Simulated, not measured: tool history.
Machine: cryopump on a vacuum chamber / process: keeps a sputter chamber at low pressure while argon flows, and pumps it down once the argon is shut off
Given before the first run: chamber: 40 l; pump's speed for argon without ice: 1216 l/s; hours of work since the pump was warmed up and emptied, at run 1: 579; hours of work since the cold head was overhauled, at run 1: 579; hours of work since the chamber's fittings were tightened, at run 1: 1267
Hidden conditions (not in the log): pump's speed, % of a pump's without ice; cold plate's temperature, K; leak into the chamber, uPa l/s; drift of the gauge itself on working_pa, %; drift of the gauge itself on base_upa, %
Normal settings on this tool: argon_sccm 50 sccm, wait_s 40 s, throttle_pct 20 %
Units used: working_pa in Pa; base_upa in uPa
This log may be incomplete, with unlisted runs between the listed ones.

| run | day | argon_sccm | wait_s | throttle_pct | hours of work since the pump was warmed up and emptied | hours of work since the cold head was overhauled | hours of work since the chamber's fittings were tightened | working_pa | base_upa |
|---|---|---|---|---|---|---|---|---|---|
| 1 | 0 | 50 | 40 | 20 | 579 | 579 | 1267 | 0.3581 | 2.58 |
| 2 | 0.712 | 50 | 106 | 20 | 593 | 593 | 1281 | 0.3613 | 2.26 |
| 3 | 1.171 | 50 | 40 | 46 | 602 | 602 | 1290 | 0.1635 | 2.75 |
| 4 | 1.679 | 46 | 40 | 20 | 611 | 611 | 1300 | 0.3295 | 2.65 |
| 5 | 2.367 | 46 | 40 | 20 | 625 | 625 | 1313 | 0.3315 | 2.64 |
| 6 | 2.712 | 46 | 40 | 20 | 631 | 631 | 1320 | 0.3326 | 2.72 |
| 7 | 3.392 | 59 | 40 | 20 | 645 | 645 | 1333 | 0.4254 | 2.7 |
| 8 | 4.017 | 50 | 40 | 20 | 657 | 657 | 1345 | 0.3563 | 2.78 |
| 9 | 4.667 | 50 | 25 | 20 | 669 | 669 | 1358 | 0.365 | 3.28 |
| 10 | 5.433 | 50 | 40 | 20 | 684 | 684 | 1373 | 0.3614 | 2.76 |
| 11 | 5.883 | 50 | 40 | 20 | 693 | 693 | 1381 | 0.36 | 2.83 |
| 12 | 6.208 | 50 | 21 | 20 | 699 | 699 | 1388 | 0.3619 | 3.47 |
| 13 | 6.617 | 50 | 33 | 20 | 707 | 707 | 1396 | 0.3597 | 3.09 |
| 14 | 7.117 | 50 | 40 | 20 | 717 | 717 | 1405 | 0.3615 | 2.94 |
| 15 | 7.517 | 50 | 40 | 20 | 724 | 724 | 1413 | 0.3601 | 2.8 |
| 16 | 8.017 | 50 | 40 | 20 | 734 | 734 | 1423 | 0.3642 | 2.88 |
| 17 | 8.521 | 50 | 40 | 26 | 744 | 744 | 1432 | 0.283 | 2.92 |
| 18 | 9.142 | 93 | 108 | 26 | 756 | 756 | 1444 | 0.528 | 2.44 |
| 19 | 9.771 | 96 | 178 | 20 | 768 | 768 | 1457 | 0.6965 | 2.4 |
| 20 | 10.338 | 25 | 21 | 17 | 779 | 779 | 1468 | 0.2135 | 3.74 |
| 21 | 10.921 | 25 | 47 | 20 | 790 | 790 | 1479 | 0.1813 | 2.86 |
| 22 | 11.383 | 25 | 47 | 20 | 799 | 799 | 1488 | 0.1837 | 2.93 |
| 23 | 11.717 | 29 | 55 | 26 | 806 | 806 | 1494 | 0.165 | 2.84 |
| 24 | 12.208 | 21 | 34 | 24 | 815 | 815 | 1504 | 0.1284 | 3.11 |
| 25 | 12.817 | 21 | 34 | 24 | 827 | 827 | 1516 | 0.1283 | 3.19 |
| 26 | 13.542 | 83 | 243 | 51 | 841 | 841 | 1530 | 0.2562 | 2.51 |
| 27 | 13.962 | 78 | 40 | 20 | 849 | 849 | 1538 | 0.5741 | 3.17 |
| 28 | 14.488 | 78 | 40 | 20 | 859 | 859 | 1548 | 0.5701 | 3.24 |
| 29 | 14.9 | 44 | 64 | 36 | 867 | 867 | 1556 | 0.1863 | 2.99 |
| 30 | 15.562 | 39 | 143 | 23 | 880 | 880 | 1569 | 0.2514 | 2.67 |
| 31 | 15.929 | 50 | 188 | 29 | 887 | 887 | 1576 | 0.2592 | 2.7 |
| 32 | 16.479 | 50 | 188 | 29 | 898 | 898 | 1587 | 0.2599 | 2.64 |
| 33 | 16.954 | 40 | 27 | 26 | 907 | 907 | 1596 | 0.2277 | 3.64 |
| 34 | 17.354 | 31 | 297 | 19 | 915 | 915 | 1603 | 0.2404 | 2.61 |

Each row is a separate what-if for the run after 34, all from the same tool condition, not one after another. Results?
| A | 17.717 | 71 | 221 | 25 | 922 | 922 | 1611 | ? | ? |
| B | 17.717 | 50 | 291 | 28 | 922 | 922 | 1611 | ? | ? |
| C | 17.717 | 50 | 46 | 20 | 922 | 922 | 1611 | ? | ? |
| D | 17.717 | 31 | 115 | 19 | 922 | 922 | 1611 | ? | ? |

| run | working_pa | base_upa |
|---|---|---|
| A | 0.4237 | 2.68 |
| B | 0.2694 | 2.65 |
| C | 0.3704 | 3.12 |
| D | 0.2371 | 2.81 |
With no hidden state in the tool, these same runs would have given:
| run | working_pa | base_upa |
|---|---|---|
| A | 0.3961 | 0.39 |
| B | 0.2499 | 0.36 |
| C | 0.3508 | 0.87 |
| D | 0.2251 | 0.52 |

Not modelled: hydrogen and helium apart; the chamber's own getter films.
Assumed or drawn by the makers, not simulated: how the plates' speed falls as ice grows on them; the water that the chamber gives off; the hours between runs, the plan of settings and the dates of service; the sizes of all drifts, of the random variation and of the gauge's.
